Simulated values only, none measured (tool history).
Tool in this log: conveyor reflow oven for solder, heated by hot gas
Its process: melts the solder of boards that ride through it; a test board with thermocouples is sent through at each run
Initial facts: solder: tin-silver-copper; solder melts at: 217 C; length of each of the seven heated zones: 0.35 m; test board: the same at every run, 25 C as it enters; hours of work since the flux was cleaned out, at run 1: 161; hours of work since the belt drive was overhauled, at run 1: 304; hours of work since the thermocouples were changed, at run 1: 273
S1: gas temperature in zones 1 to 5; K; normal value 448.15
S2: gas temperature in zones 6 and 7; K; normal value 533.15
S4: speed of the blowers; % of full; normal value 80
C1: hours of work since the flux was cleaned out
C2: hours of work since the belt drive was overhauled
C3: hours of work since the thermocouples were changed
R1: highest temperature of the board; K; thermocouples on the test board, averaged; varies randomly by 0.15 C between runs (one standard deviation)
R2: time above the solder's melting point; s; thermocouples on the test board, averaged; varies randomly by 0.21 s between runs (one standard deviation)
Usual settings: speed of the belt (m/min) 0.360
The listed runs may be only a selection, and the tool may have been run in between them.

{"run": 1, "hour": 0.0, "S1": 448.15, "S2": 533.15, "speed of the belt (m/min)": 0.36, "S4": 80, "C1": 161, "C2": 304, "C3": 273, "R1": 524.15, "R2": 90.7}
{"hour": 44.2, "done": "flux residue cleaned out of gas plates and filters"}
{"run": 2, "hour": 54.2, "S1": 448.15, "S2": 533.15, "speed of the belt (m/min)": 0.36, "S4": 80, "C1": 5, "C2": 329, "C3": 298, "R1": 525.15, "R2": 92.4}
{"run": 3, "hour": 81.0, "S1": 448.15, "S2": 533.15, "speed of the belt (m/min)": 0.36, "S4": 80, "C1": 19, "C2": 343, "C3": 312, "R1": 525.45, "R2": 92.2}
{"run": 4, "hour": 117.1, "S1": 448.15, "S2": 533.15, "speed of the belt (m/min)": 0.36, "S4": 80, "C1": 37, "C2": 362, "C3": 330, "R1": 525.05, "R2": 92.2}
{"run": 5, "hour": 157.5, "S1": 453.15, "S2": 533.15, "speed of the belt (m/min)": 0.36, "S4": 80, "C1": 58, "C2": 382, "C3": 351, "R1": 525.55, "R2": 95.5}
{"run": 6, "hour": 188.6, "S1": 453.15, "S2": 533.15, "speed of the belt (m/min)": 0.344, "S4": 80, "C1": 74, "C2": 398, "C3": 367, "R1": 526.05, "R2": 101.2}
{"run": 7, "hour": 214.3, "S1": 453.15, "S2": 533.15, "speed of the belt (m/min)": 0.344, "S4": 80, "C1": 87, "C2": 412, "C3": 380, "R1": 526.05, "R2": 100.7}
{"run": 8, "hour": 236.1, "S1": 448.15, "S2": 533.15, "speed of the belt (m/min)": 0.36, "S4": 80, "C1": 98, "C2": 423, "C3": 391, "R1": 524.65, "R2": 92.3}
{"run": 9, "hour": 269.2, "S1": 448.15, "S2": 533.15, "speed of the belt (m/min)": 0.36, "S4": 80, "C1": 115, "C2": 440, "C3": 408, "R1": 524.65, "R2": 91.6}
{"run": 10, "hour": 292.7, "S1": 448.15, "S2": 533.15, "speed of the belt (m/min)": 0.36, "S4": 80, "C1": 127, "C2": 452, "C3": 420, "R1": 524.55, "R2": 91.6}
{"run": 11, "hour": 322.8, "S1": 448.15, "S2": 533.15, "speed of the belt (m/min)": 0.36, "S4": 88, "C1": 143, "C2": 467, "C3": 436, "R1": 525.65, "R2": 93.1}
{"run": 12, "hour": 349.6, "S1": 462.15, "S2": 533.15, "speed of the belt (m/min)": 0.401, "S4": 80, "C1": 157, "C2": 481, "C3": 449, "R1": 524.05, "R2": 88.5}
{"run": 13, "hour": 396.2, "S1": 436.15, "S2": 543.15, "speed of the belt (m/min)": 0.428, "S4": 85, "C1": 180, "C2": 505, "C3": 473, "R1": 528.05, "R2": 73.0}
{"hour": 404.9, "done": "flux residue cleaned out of gas plates and filters"}
{"run": 14, "hour": 449.5, "S1": 436.15, "S2": 543.15, "speed of the belt (m/min)": 0.428, "S4": 85, "C1": 23, "C2": 530, "C3": 498, "R1": 529.85, "R2": 74.4}
{"run": 15, "hour": 489.1, "S1": 436.15, "S2": 543.15, "speed of the belt (m/min)": 0.428, "S4": 85, "C1": 43, "C2": 550, "C3": 518, "R1": 529.75, "R2": 74.4}
{"run": 16, "hour": 515.3, "S1": 436.15, "S2": 543.15, "speed of the belt (m/min)": 0.428, "S4": 85, "C1": 57, "C2": 563, "C3": 532, "R1": 529.75, "R2": 74.4}
{"run": 17, "hour": 557.0, "S1": 436.15, "S2": 543.15, "speed of the belt (m/min)": 0.428, "S4": 85, "C1": 78, "C2": 585, "C3": 553, "R1": 529.55, "R2": 74.6}
{"run": 18, "hour": 581.8, "S1": 436.15, "S2": 543.15, "speed of the belt (m/min)": 0.428, "S4": 85, "C1": 91, "C2": 597, "C3": 566, "R1": 529.55, "R2": 74.4}

Here are 4 independent what-if runs from the current tool condition. What would each one return?
{"run": "A", "hour": 605.5, "S1": 448.15, "S2": 534.15, "speed of the belt (m/min)": 0.337, "S4": 79, "C1": 103, "C2": 610, "C3": 578, "R1": "?", "R2": "?"}
{"run": "B", "hour": 605.5, "S1": 452.15, "S2": 538.15, "speed of the belt (m/min)": 0.295, "S4": 80, "C1": 103, "C2": 610, "C3": 578, "R1": "?", "R2": "?"}
{"run": "C", "hour": 605.5, "S1": 453.15, "S2": 533.15, "speed of the belt (m/min)": 0.41, "S4": 80, "C1": 103, "C2": 610, "C3": 578, "R1": "?", "R2": "?"}
{"run": "D", "hour": 605.5, "S1": 436.15, "S2": 540.15, "speed of the belt (m/min)": 0.428, "S4": 58, "C1": 103, "C2": 610, "C3": 578, "R1": "?", "R2": "?"}

run=A R1=527.65 R2=101.9
run=B R1=533.75 R2=125.8
run=C R1=522.95 R2=80.0
run=D R1=520.15 R2=63.9
Take away the tool's hidden state, keep each run's random variation, and the runs would have read:
run=A R1=527.75 R2=101.2
run=B R1=533.75 R2=124.6
run=C R1=523.15 R2=79.6
run=D R1=520.45 R2=63.7
